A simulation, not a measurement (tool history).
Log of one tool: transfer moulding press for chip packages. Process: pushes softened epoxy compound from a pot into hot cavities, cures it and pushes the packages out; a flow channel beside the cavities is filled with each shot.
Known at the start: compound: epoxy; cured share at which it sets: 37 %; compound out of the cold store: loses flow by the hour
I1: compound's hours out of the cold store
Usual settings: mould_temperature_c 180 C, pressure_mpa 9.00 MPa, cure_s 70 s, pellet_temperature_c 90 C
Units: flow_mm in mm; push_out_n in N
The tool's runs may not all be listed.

run 1 hour=0.0 | mould_temperature_c=180 pressure_mpa=9.00 cure_s=70 pellet_temperature_c=90 | I1=20.1 | flow_mm=563 push_out_n=253
-- hour=5.6 cavities cleaned with cleaning compound and waxed
run 2 hour=12.6 | mould_temperature_c=180 pressure_mpa=9.00 cure_s=70 pellet_temperature_c=90 | I1=12.5 | flow_mm=576 push_out_n=260
-- hour=23.3 plunger's sealing rings changed
run 3 hour=25.3 | mould_temperature_c=180 pressure_mpa=9.00 cure_s=70 pellet_temperature_c=90 | I1=42.7 | flow_mm=522 push_out_n=235
-- hour=40.1 cavities cleaned with cleaning compound and waxed
run 4 hour=45.4 | mould_temperature_c=180 pressure_mpa=9.00 cure_s=70 pellet_temperature_c=90 | I1=20.0 | flow_mm=560 push_out_n=253
run 5 hour=54.8 | mould_temperature_c=180 pressure_mpa=9.00 cure_s=70 pellet_temperature_c=100 | I1=39.3 | flow_mm=528 push_out_n=243
-- hour=72.0 cavities cleaned with cleaning compound and waxed
run 6 hour=74.9 | mould_temperature_c=176 pressure_mpa=9.00 cure_s=70 pellet_temperature_c=100 | I1=14.1 | flow_mm=587 push_out_n=352
run 7 hour=83.8 | mould_temperature_c=176 pressure_mpa=9.00 cure_s=98 pellet_temperature_c=100 | I1=30.1 | flow_mm=557 push_out_n=177
run 8 hour=100.7 | mould_temperature_c=180 pressure_mpa=9.00 cure_s=70 pellet_temperature_c=90 | I1=18.3 | flow_mm=566 push_out_n=266
-- hour=104.0 cavities cleaned with cleaning compound and waxed
run 9 hour=110.0 | mould_temperature_c=177 pressure_mpa=9.00 cure_s=70 pellet_temperature_c=90 | I1=11.5 | flow_mm=586 push_out_n=339
run 10 hour=127.5 | mould_temperature_c=177 pressure_mpa=9.00 cure_s=70 pellet_temperature_c=90 | I1=13.5 | flow_mm=579 push_out_n=313
-- hour=136.2 cavities cleaned with cleaning compound and waxed
run 11 hour=142.9 | mould_temperature_c=177 pressure_mpa=9.00 cure_s=70 pellet_temperature_c=90 | I1=28.4 | flow_mm=554 push_out_n=326
run 12 hour=159.0 | mould_temperature_c=180 pressure_mpa=9.00 cure_s=70 pellet_temperature_c=99 | I1=23.9 | flow_mm=553 push_out_n=239
-- hour=167.6 cavities cleaned with cleaning compound and waxed
run 13 hour=172.6 | mould_temperature_c=180 pressure_mpa=9.00 cure_s=70 pellet_temperature_c=90 | I1=33.4 | flow_mm=540 push_out_n=251
-- hour=181.6 plunger's sealing rings changed
run 14 hour=185.8 | mould_temperature_c=180 pressure_mpa=9.00 cure_s=70 pellet_temperature_c=90 | I1=28.1 | flow_mm=547 push_out_n=252
-- hour=202.3 cavities cleaned with cleaning compound and waxed
run 15 hour=202.3 | mould_temperature_c=180 pressure_mpa=9.00 cure_s=70 pellet_temperature_c=90 | I1=22.6 | flow_mm=558 push_out_n=258
run 16 hour=218.4 | mould_temperature_c=180 pressure_mpa=9.00 cure_s=70 pellet_temperature_c=90 | I1=24.4 | flow_mm=553 push_out_n=254
run 17 hour=229.2 | mould_temperature_c=181 pressure_mpa=10.30 cure_s=100 pellet_temperature_c=90 | I1=23.0 | flow_mm=593 push_out_n=161
-- hour=234.7 cavities cleaned with cleaning compound and waxed
run 18 hour=247.0 | mould_temperature_c=173 pressure_mpa=9.03 cure_s=73 pellet_temperature_c=98 | I1=27.4 | flow_mm=569 push_out_n=390
run 19 hour=255.0 | mould_temperature_c=173 pressure_mpa=9.03 cure_s=73 pellet_temperature_c=98 | I1=23.1 | flow_mm=581 push_out_n=373
-- hour=266.4 cavities cleaned with cleaning compound and waxed
run 20 hour=275.2 | mould_temperature_c=179 pressure_mpa=7.43 cure_s=101 pellet_temperature_c=96 | I1=33.6 | flow_mm=489 push_out_n=158
run 21 hour=289.1 | mould_temperature_c=188 pressure_mpa=7.06 cure_s=93 pellet_temperature_c=96 | I1=16.0 | flow_mm=482 push_out_n=150
-- hour=297.7 cavities cleaned with cleaning compound and waxed
run 22 hour=302.0 | mould_temperature_c=186 pressure_mpa=9.16 cure_s=94 pellet_temperature_c=87 | I1=39.0 | flow_mm=513 push_out_n=147
run 23 hour=318.7 | mould_temperature_c=180 pressure_mpa=9.00 cure_s=91 pellet_temperature_c=87 | I1=41.4 | flow_mm=527 push_out_n=160
-- hour=328.8 cavities cleaned with cleaning compound and waxed
run 24 hour=332.4 | mould_temperature_c=182 pressure_mpa=10.79 cure_s=82 pellet_temperature_c=91 | I1=13.7 | flow_mm=620 push_out_n=172
-- hour=339.8 plunger's sealing rings changed
run 25 hour=345.7 | mould_temperature_c=180 pressure_mpa=10.68 cure_s=70 pellet_temperature_c=96 | I1=47.5 | flow_mm=556 push_out_n=231
-- hour=351.8 mould's thermocouples calibrated
run 26 hour=361.7 | mould_temperature_c=180 pressure_mpa=8.35 cure_s=70 pellet_temperature_c=81 | I1=12.9 | flow_mm=550 push_out_n=274
-- hour=364.8 cavities cleaned with cleaning compound and waxed
run 27 hour=380.6 | mould_temperature_c=181 pressure_mpa=7.73 cure_s=54 pellet_temperature_c=99 | I1=20.1 | flow_mm=515 push_out_n=430

4 ways to go on from here, each from the tool as it stands after run 27. What would each give?
run A hour=390.2 | mould_temperature_c=177 pressure_mpa=10.49 cure_s=60 pellet_temperature_c=90 | I1=13.7 | flow_mm=? push_out_n=?
run B hour=390.2 | mould_temperature_c=183 pressure_mpa=7.73 cure_s=89 pellet_temperature_c=89 | I1=13.5 | flow_mm=? push_out_n=?
run C hour=390.2 | mould_temperature_c=181 pressure_mpa=7.73 cure_s=51 pellet_temperature_c=100 | I1=27.9 | flow_mm=? push_out_n=?
run D hour=390.2 | mould_temperature_c=181 pressure_mpa=7.40 cure_s=86 pellet_temperature_c=99 | I1=33.6 | flow_mm=? push_out_n=?

run=A flow_mm=627 push_out_n=487
run=B flow_mm=522 push_out_n=158
run=C flow_mm=506 push_out_n=489
run=D flow_mm=481 push_out_n=167
Without the tool's hidden state the same runs would have given:
run=A flow_mm=628 push_out_n=482
run=B flow_mm=522 push_out_n=156
run=C flow_mm=506 push_out_n=484
run=D flow_mm=481 push_out_n=165

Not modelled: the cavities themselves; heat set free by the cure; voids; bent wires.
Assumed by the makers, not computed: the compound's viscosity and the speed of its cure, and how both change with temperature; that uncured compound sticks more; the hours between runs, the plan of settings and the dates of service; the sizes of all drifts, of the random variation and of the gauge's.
